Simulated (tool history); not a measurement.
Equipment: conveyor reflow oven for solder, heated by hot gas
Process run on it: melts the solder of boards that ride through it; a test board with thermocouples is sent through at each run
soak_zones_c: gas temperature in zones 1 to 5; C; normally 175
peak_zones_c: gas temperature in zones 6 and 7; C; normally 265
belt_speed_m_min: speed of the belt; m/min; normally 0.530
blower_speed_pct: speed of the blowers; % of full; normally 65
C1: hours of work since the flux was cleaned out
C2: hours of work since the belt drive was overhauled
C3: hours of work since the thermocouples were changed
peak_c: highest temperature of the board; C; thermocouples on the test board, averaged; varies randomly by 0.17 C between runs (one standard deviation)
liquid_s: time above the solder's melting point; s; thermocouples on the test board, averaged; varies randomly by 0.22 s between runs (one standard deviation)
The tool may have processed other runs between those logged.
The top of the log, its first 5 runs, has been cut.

Run 6, hour 133.4: usual settings; C1 170; C2 284; C3 665. Result: peak_c 245.6 C, liquid_s 60.4 s.
Run 7, hour 156.6: usual settings; C1 186; C2 300; C3 681. Result: peak_c 245.5 C, liquid_s 60.3 s.
At hour 178.4: flux residue cleaned out of gas plates and filters.
Run 8, hour 188.2: usual settings; C1 7; C2 318; C3 699. Result: peak_c 245.5 C, liquid_s 60.5 s.
Run 9, hour 207.8: usual settings; C1 20; C2 332; C3 712. Result: peak_c 245.2 C, liquid_s 60.0 s.
Run 10, hour 244.9: usual settings; C1 46; C2 357; C3 738. Result: peak_c 245.3 C, liquid_s 60.1 s.
At hour 252.2: thermocouples of zones 6 and 7 changed.
Run 11, hour 266.8: usual settings; C1 59; C2 371; C3 10. Result: peak_c 245.6 C, liquid_s 60.4 s.
Run 12, hour 282.4: usual settings but peak_zones_c 279 C; C1 70; C2 382; C3 21. Result: peak_c 257.0 C, liquid_s 70.4 s.
Run 13, hour 319.9: usual settings but soak_zones_c 187 C, peak_zones_c 279 C; C1 96; C2 407; C3 46. Result: peak_c 259.9 C, liquid_s 78.5 s.
Run 14, hour 340.9: usual settings but soak_zones_c 187 C, peak_zones_c 279 C; C1 110; C2 422; C3 61. Result: peak_c 259.7 C, liquid_s 78.1 s.
Run 15, hour 364.4: usual settings but belt_speed_m_min 0.635 m/min; C1 126; C2 438; C3 77. Result: peak_c 238.8 C, liquid_s 41.4 s.
Run 16, hour 387.7: usual settings but belt_speed_m_min 0.635 m/min; C1 142; C2 454; C3 93. Result: peak_c 238.4 C, liquid_s 41.2 s.
Run 17, hour 413.8: usual settings but belt_speed_m_min 0.514 m/min, blower_speed_pct 55 % of full; C1 160; C2 472; C3 111. Result: peak_c 244.3 C, liquid_s 60.0 s.
Run 18, hour 431.1: usual settings but belt_speed_m_min 0.514 m/min, blower_speed_pct 55 % of full; C1 172; C2 483; C3 123. Result: peak_c 244.1 C, liquid_s 59.8 s.
Run 19, hour 452.5: usual settings but belt_speed_m_min 0.514 m/min, blower_speed_pct 55 % of full; C1 187; C2 498; C3 137. Result: peak_c 244.5 C, liquid_s 60.0 s.
At hour 474.2: flux residue cleaned out of gas plates and filters.
Run 20, hour 490.3: usual settings but belt_speed_m_min 0.514 m/min, blower_speed_pct 55 % of full; C1 11; C2 521; C3 160. Result: peak_c 244.1 C, liquid_s 60.4 s.
Run 21, hour 506.3: usual settings but blower_speed_pct 76 % of full; C1 22; C2 532; C3 171. Result: peak_c 247.6 C, liquid_s 63.4 s.
Run 22, hour 527.8: usual settings but blower_speed_pct 76 % of full; C1 37; C2 546; C3 186. Result: peak_c 248.1 C, liquid_s 63.7 s.
Run 23, hour 554.9: usual settings but peak_zones_c 270 C, blower_speed_pct 52 % of full; C1 55; C2 565; C3 204. Result: peak_c 246.2 C, liquid_s 60.3 s.
Run 24, hour 577.0: usual settings but peak_zones_c 270 C, blower_speed_pct 52 % of full; C1 71; C2 580; C3 219. Result: peak_c 246.1 C, liquid_s 59.7 s.
Run 25, hour 598.9: usual settings but soak_zones_c 166 C, belt_speed_m_min 0.484 m/min; C1 85; C2 595; C3 234. Result: peak_c 246.9 C, liquid_s 65.0 s.
Run 26, hour 619.3: usual settings but soak_zones_c 171 C, belt_speed_m_min 0.484 m/min, blower_speed_pct 67 % of full; C1 99; C2 609; C3 248. Result: peak_c 247.8 C, liquid_s 68.5 s.
Run 27, hour 638.6: usual settings but soak_zones_c 171 C, peak_zones_c 268 C, belt_speed_m_min 0.639 m/min, blower_speed_pct 51 % of full; C1 113; C2 622; C3 261. Result: peak_c 234.9 C, liquid_s 33.9 s.
Run 28, hour 655.9: usual settings but soak_zones_c 184 C, peak_zones_c 261 C, belt_speed_m_min 0.455 m/min, blower_speed_pct 87 % of full; C1 125; C2 634; C3 273. Result: peak_c 251.4 C, liquid_s 85.2 s.

Expected results for the next run?
Run 29, hour 678.3: usual settings but soak_zones_c 184 C, peak_zones_c 261 C, belt_speed_m_min 0.455 m/min, blower_speed_pct 87 % of full; C1 140; C2 650; C3 289. Result: peak_c ?, liquid_s ?.

{"run 29": {"peak_c": 251.1, "liquid_s": 85.5}}
The same run, on a tool lacking any hidden state, would have yielded peak_c 251.1 C, liquid_s 85.5 s.

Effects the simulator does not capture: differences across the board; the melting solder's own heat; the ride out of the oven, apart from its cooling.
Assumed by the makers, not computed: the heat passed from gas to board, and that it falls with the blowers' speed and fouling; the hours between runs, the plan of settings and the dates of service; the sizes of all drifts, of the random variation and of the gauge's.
